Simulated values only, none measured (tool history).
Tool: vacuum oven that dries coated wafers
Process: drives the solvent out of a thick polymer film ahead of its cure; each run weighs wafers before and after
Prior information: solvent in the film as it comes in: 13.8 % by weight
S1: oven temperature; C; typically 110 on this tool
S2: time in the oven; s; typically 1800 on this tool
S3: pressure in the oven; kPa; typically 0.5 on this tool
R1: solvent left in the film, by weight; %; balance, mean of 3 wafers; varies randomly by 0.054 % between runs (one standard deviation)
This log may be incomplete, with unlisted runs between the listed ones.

{"run": 1, "hour": 0.0, "S1": 110, "S2": 1800, "S3": 0.5, "R1": 1.93}
{"run": 2, "hour": 75.7, "S1": 110, "S2": 1800, "S3": 0.321, "R1": 1.77}
{"run": 3, "hour": 132.2, "S1": 110, "S2": 1800, "S3": 0.321, "R1": 1.84}
{"run": 4, "hour": 229.0, "S1": 110, "S2": 1800, "S3": 0.5, "R1": 2.07}
{"run": 5, "hour": 310.2, "S1": 110, "S2": 1800, "S3": 0.5, "R1": 1.97}
{"run": 6, "hour": 375.4, "S1": 110, "S2": 1800, "S3": 0.5, "R1": 2.02}
{"run": 7, "hour": 429.6, "S1": 110, "S2": 1800, "S3": 0.5, "R1": 2.12}
{"run": 8, "hour": 483.1, "S1": 110, "S2": 1800, "S3": 1.789, "R1": 3.61}
{"run": 9, "hour": 537.3, "S1": 110, "S2": 1800, "S3": 1.789, "R1": 3.6}
{"run": 10, "hour": 631.1, "S1": 110, "S2": 1260, "S3": 0.5, "R1": 3.19}
{"run": 11, "hour": 685.1, "S1": 110, "S2": 1260, "S3": 0.352, "R1": 3.04}
{"run": 12, "hour": 782.2, "S1": 110, "S2": 1260, "S3": 0.352, "R1": 3.03}
{"run": 13, "hour": 872.2, "S1": 110, "S2": 1260, "S3": 0.352, "R1": 3.11}
{"run": 14, "hour": 918.7, "S1": 110, "S2": 1800, "S3": 1.425, "R1": 3.1}
{"run": 15, "hour": 1011.3, "S1": 122, "S2": 1800, "S3": 0.5, "R1": 1.03}
{"run": 16, "hour": 1077.2, "S1": 123, "S2": 1800, "S3": 0.625, "R1": 1.02}
{"run": 17, "hour": 1138.8, "S1": 116, "S2": 1800, "S3": 0.765, "R1": 1.76}
{"run": 18, "hour": 1214.2, "S1": 114, "S2": 1080, "S3": 0.765, "R1": 3.23}
{"run": 19, "hour": 1284.2, "S1": 116, "S2": 1800, "S3": 1.938, "R1": 2.94}
{"hour": 1290.7, "done": "vacuum gauge cleaned of residue and calibrated"}
{"run": 20, "hour": 1382.1, "S1": 97, "S2": 1080, "S3": 1.446, "R1": 7.51}
{"run": 21, "hour": 1479.6, "S1": 97, "S2": 1080, "S3": 1.446, "R1": 7.62}
{"run": 22, "hour": 1556.9, "S1": 100, "S2": 1080, "S3": 0.648, "R1": 5.93}
{"run": 23, "hour": 1631.0, "S1": 107, "S2": 1080, "S3": 0.546, "R1": 4.41}
{"hour": 1645.9, "done": "vacuum gauge cleaned of residue and calibrated, once more"}
{"run": 24, "hour": 1708.5, "S1": 107, "S2": 1080, "S3": 0.546, "R1": 3.79}
{"run": 25, "hour": 1749.2, "S1": 107, "S2": 1080, "S3": 0.546, "R1": 3.87}
{"run": 26, "hour": 1799.8, "S1": 107, "S2": 1080, "S3": 0.546, "R1": 3.8}
{"hour": 1825.2, "done": "oven's thermocouples calibrated"}
{"run": 27, "hour": 1861.2, "S1": 107, "S2": 1080, "S3": 0.546, "R1": 4.24}
{"run": 28, "hour": 1937.1, "S1": 107, "S2": 1080, "S3": 0.546, "R1": 4.18}
{"run": 29, "hour": 1983.6, "S1": 123, "S2": 1620, "S3": 0.69, "R1": 1.06}
{"run": 30, "hour": 2069.3, "S1": 110, "S2": 1440, "S3": 0.306, "R1": 2.33}

What if the next run were any one of these 3? Each begins from the tool's condition after run 30:
{"run": "A", "hour": 2149.8, "S1": 95, "S2": 1620, "S3": 0.544, "R1": "?"}
{"run": "B", "hour": 2149.8, "S1": 120, "S2": 1440, "S3": 0.394, "R1": "?"}
{"run": "C", "hour": 2149.8, "S1": 110, "S2": 1560, "S3": 0.306, "R1": "?"}

run=A R1=5.14
run=B R1=1.28
run=C R1=2.19
What these runs would have given with no unlogged condition in the tool:
run=A R1=5.07
run=B R1=1.23
run=C R1=2.15

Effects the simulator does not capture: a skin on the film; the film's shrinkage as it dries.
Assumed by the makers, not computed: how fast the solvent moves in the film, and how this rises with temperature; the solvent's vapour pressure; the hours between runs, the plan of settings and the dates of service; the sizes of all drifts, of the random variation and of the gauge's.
